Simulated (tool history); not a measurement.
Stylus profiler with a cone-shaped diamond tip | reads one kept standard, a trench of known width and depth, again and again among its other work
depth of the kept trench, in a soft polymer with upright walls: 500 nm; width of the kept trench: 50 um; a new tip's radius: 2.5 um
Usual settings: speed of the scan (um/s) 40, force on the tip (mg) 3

run     day  speed of the scan (um/s)  force on the tip (mg)  depth of the trench (Å)  width of the trench's floor (µm)
  1       0                        40                      3                   5033.2                             46.85
  2   1.104                        40                      3                   5033.1                             46.88
  3   2.262                        48                      3                   5034.1                              46.8
  4   4.192                        40                      3                   5033.2                             46.86
  5   6.225                        40                      3                   5033.9                             46.84
  6   8.396                        40                      3                   5032.9                             46.85
  7  10.421                        40                      3                     5033                             46.92
  8  12.425                        40                   4.83                   5045.2                             46.87
  9  13.558                        40                   4.83                   5046.1                             46.92
 10  15.638                        40                      3                   5033.1                             46.86
 11  16.604                        62                      3                     5034                             46.76
 12  17.775                        62                      3                   5033.3                             46.79
 13  19.788                        98                      3                   5032.5                             46.65
 14  21.304                        98                      3                   5033.4                             46.61
 15  22.783                       148                   3.51                   5036.9                              46.5
 16  23.796                       148                   3.17                   5034.3                             46.48
 17  25.192                       148                   3.17                   5035.2                              46.5
 18  27.167                        89                   3.17                   5034.9                             46.68
 19  28.508                        89                   3.17                   5034.8                             46.71
 20  30.592                       103                   4.33                   5043.2                             46.69
     31.875  -- new tip fitted, height scale calibrated
 21  31.875                        15                   4.93                   5046.6                             46.95
 22  33.396                        37                   3.61                   5037.6                             46.89
 23  35.425                        37                   3.21                     5035                              46.9
 24  36.783                        37                   3.21                   5034.6                             46.89
 25  37.971                        29                   1.12                   5017.5                             46.81
 26  38.917                        29                   1.12                   5018.3                             46.83

Forecast each of these 3 alternatives for the next run:
  A  40.471                        72                   1.12                        ?                                 ?
  B  40.471                       140                   1.75                        ?                                 ?
  C  40.471                        29                   1.46                        ?                                 ?

run  depth of the trench (Å)  width of the trench's floor (µm)
  A                   5016.7                              46.6
  B                     5023                             46.39
  C                   5020.8                             46.88
Without the tool's hidden state the same runs would have given:
run  depth of the trench (Å)  width of the trench's floor (µm)
  A                   5016.7                              46.6
  B                   5023.1                             46.39
  C                   5020.8                             46.88
